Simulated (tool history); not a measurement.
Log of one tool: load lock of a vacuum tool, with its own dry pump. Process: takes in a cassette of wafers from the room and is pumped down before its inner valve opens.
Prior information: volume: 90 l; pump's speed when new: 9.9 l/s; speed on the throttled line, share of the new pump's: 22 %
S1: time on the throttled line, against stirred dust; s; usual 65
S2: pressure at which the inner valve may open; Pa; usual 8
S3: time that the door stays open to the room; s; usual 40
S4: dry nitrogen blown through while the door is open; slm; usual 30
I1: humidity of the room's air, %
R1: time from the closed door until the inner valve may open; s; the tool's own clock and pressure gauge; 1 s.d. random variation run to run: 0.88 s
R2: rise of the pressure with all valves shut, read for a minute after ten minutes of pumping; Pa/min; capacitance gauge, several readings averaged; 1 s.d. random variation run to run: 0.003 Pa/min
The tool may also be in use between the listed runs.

| run | hour | S1 | S2 | S3 | S4 | I1 | R1 | R2 |
|---|---|---|---|---|---|---|---|---|
| 1 | 0.0 | 65 | 8 | 40 | 30 | 47.1 | 143.9 | 0.143 |
| 2 | 164.2 | 65 | 8 | 40 | 30 | 51.8 | 143.6 | 0.157 |
| 3 | 318.5 | 65 | 8 | 40 | 30 | 48.3 | 144.4 | 0.169 |
| 4 | 424.0 | 65 | 8 | 40 | 30 | 44.0 | 144.1 | 0.179 |
| 5 | 555.6 | 65 | 8 | 40 | 30 | 40.3 | 145.7 | 0.186 |
| 6 | 720.9 | 65 | 8 | 40 | 41 | 43.5 | 145.0 | 0.195 |
| 7 | 862.0 | 65 | 8 | 40 | 41 | 47.9 | 144.9 | 0.216 |
| 8 | 941.2 | 65 | 8 | 40 | 41 | 47.3 | 144.9 | 0.223 |
| 9 | 1099.7 | 65 | 8 | 40 | 41 | 45.7 | 145.2 | 0.234 |
| 10 | 1229.8 | 65 | 8 | 129 | 30 | 48.4 | 145.8 | 0.265 |
| 11 | 1330.5 | 65 | 8 | 129 | 30 | 45.4 | 144.2 | 0.276 |
| 12 | 1486.7 | 65 | 8 | 129 | 30 | 46.0 | 145.7 | 0.292 |
| 13 | 1580.8 | 65 | 8 | 129 | 30 | 47.2 | 145.9 | 0.308 |
| 14 | 1725.8 | 65 | 8 | 129 | 30 | 43.8 | 147.2 | 0.331 |
| 15 | 1797.4 | 65 | 9 | 129 | 30 | 43.3 | 145.7 | 0.336 |
| 16 | 1945.7 | 65 | 9 | 129 | 30 | 46.2 | 145.3 | 0.353 |
| 17 | 2016.7 | 65 | 9 | 234 | 30 | 45.6 | 145.3 | 0.373 |
| 18 | 2167.9 | 65 | 9 | 234 | 10 | 46.0 | 144.9 | 0.408 |
| 19 | 2250.7 | 65 | 8 | 40 | 30 | 46.4 | 146.9 | 0.392 |
| 20 | 2390.6 | 65 | 8 | 40 | 36 | 44.2 | 148.1 | 0.396 |
| 21 | 2529.2 | 65 | 8 | 40 | 36 | 45.2 | 146.9 | 0.422 |
| 22 | 2621.6 | 65 | 8 | 40 | 36 | 44.3 | 147.2 | 0.441 |
| 23 | 2784.1 | 65 | 6 | 40 | 36 | 46.2 | 149.3 | 0.451 |
| 24 | 2930.9 | 65 | 11 | 40 | 7 | 45.3 | 144.3 | 0.501 |
| 25 | 3091.1 | 112 | 11 | 40 | 43 | 42.3 | 179.7 | 0.505 |
| 26 | 3203.8 | 65 | 8 | 40 | 4 | 41.9 | 147.9 | 0.534 |
| 27 | 3342.8 | 65 | 8 | 40 | 4 | 46.2 | 149.2 | 0.564 |
|  | 3404.7 | door's seal changed, seat wiped |
| 28 | 3436.6 | 66 | 13 | 166 | 5 | 43.4 | 142.7 | 0.046 |
| 29 | 3601.2 | 66 | 12 | 166 | 5 | 46.8 | 144.9 | 0.052 |
| 30 | 3768.7 | 112 | 6 | 29 | 5 | 46.1 | 188.8 | 0.037 |
| 31 | 3878.2 | 65 | 8 | 179 | 30 | 42.8 | 150.7 | 0.041 |
| 32 | 3952.8 | 98 | 8 | 29 | 4 | 45.3 | 172.8 | 0.042 |
| 33 | 4063.6 | 98 | 8 | 29 | 4 | 45.6 | 174.3 | 0.051 |
| 34 | 4152.4 | 33 | 10 | 102 | 4 | 43.9 | 125.1 | 0.066 |
| 35 | 4320.5 | 33 | 10 | 102 | 4 | 44.9 | 123.4 | 0.074 |
| 36 | 4418.2 | 50 | 8 | 40 | 13 | 42.6 | 138.5 | 0.059 |
| 37 | 4522.0 | 55 | 6 | 40 | 20 | 44.9 | 146.6 | 0.062 |

Alternative continuations, all from the tool just after run 37; predict every row:
| A | 4654.5 | 124 | 6 | 49 | 4 | 43.3 | ? | ? |
| B | 4654.5 | 113 | 6 | 40 | 20 | 46.8 | ? | ? |
| C | 4654.5 | 55 | 6 | 182 | 20 | 44.7 | ? | ? |
| D | 4654.5 | 65 | 9 | 33 | 30 | 46.4 | ? | ? |

| run | R1 | R2 |
|---|---|---|
| A | 195.9 | 0.084 |
| B | 189.1 | 0.069 |
| C | 146.5 | 0.086 |
| D | 149.9 | 0.065 |
With no hidden state in the tool, these same runs would have given:
| run | R1 | R2 |
|---|---|---|
| A | 184.4 | 0.030 |
| B | 177.0 | 0.014 |
| C | 132.1 | 0.031 |
| D | 136.8 | 0.010 |
